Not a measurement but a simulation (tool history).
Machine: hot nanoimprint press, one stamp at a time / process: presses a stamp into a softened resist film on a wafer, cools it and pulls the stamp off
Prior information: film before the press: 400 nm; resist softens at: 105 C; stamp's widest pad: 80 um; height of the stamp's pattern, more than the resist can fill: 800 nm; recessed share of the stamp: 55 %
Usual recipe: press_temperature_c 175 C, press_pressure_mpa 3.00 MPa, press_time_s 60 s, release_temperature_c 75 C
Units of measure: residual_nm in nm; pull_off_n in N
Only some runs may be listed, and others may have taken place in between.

run,hour,press_temperature_c,press_pressure_mpa,press_time_s,release_temperature_c,residual_nm,pull_off_n
1,0.0,175,3.00,60,75,190.7,188
2,10.9,175,3.00,73,75,178.0,194
# hour 23.4: stamp cleaned and given a new release coat
3,24.4,175,3.00,73,75,178.7,149
4,36.4,175,3.00,60,75,192.6,145
5,47.5,175,3.00,60,65,190.4,174
6,60.7,175,3.00,60,62,191.9,186
7,76.5,175,3.00,60,75,192.3,153
8,87.7,175,3.00,60,75,189.1,155
9,96.6,175,3.00,60,75,190.0,156
10,108.6,175,3.00,36,75,228.8,151
11,116.8,175,4.74,60,79,151.7,144
# hour 134.3: plate thermocouple calibrated
12,137.7,175,3.47,60,80,171.1,138
13,145.6,175,3.47,60,80,168.7,135
14,153.8,175,3.47,60,80,168.9,136
15,172.0,175,3.00,33,66,222.3,179
16,182.0,176,3.03,66,75,171.6,158
17,191.6,176,3.03,66,75,170.9,157
18,202.3,175,2.21,60,63,212.0,198
19,213.8,175,2.15,34,66,256.0,188
20,222.0,175,2.15,59,81,217.5,139

3 options for the next run, each taken on its own from the tool as it stands now. Forecast them:
A,239.6,175,3.56,102,61,?,?
B,239.6,164,3.68,40,75,?,?
C,239.6,175,4.44,36,71,?,?

run,residual_nm,pull_off_n
A,139.7,201
B,252.5,163
C,181.1,176
Had the tool no hidden state, the same runs would have come out as:
run,residual_nm,pull_off_n
A,136.6,179
B,248.0,145
C,177.1,156
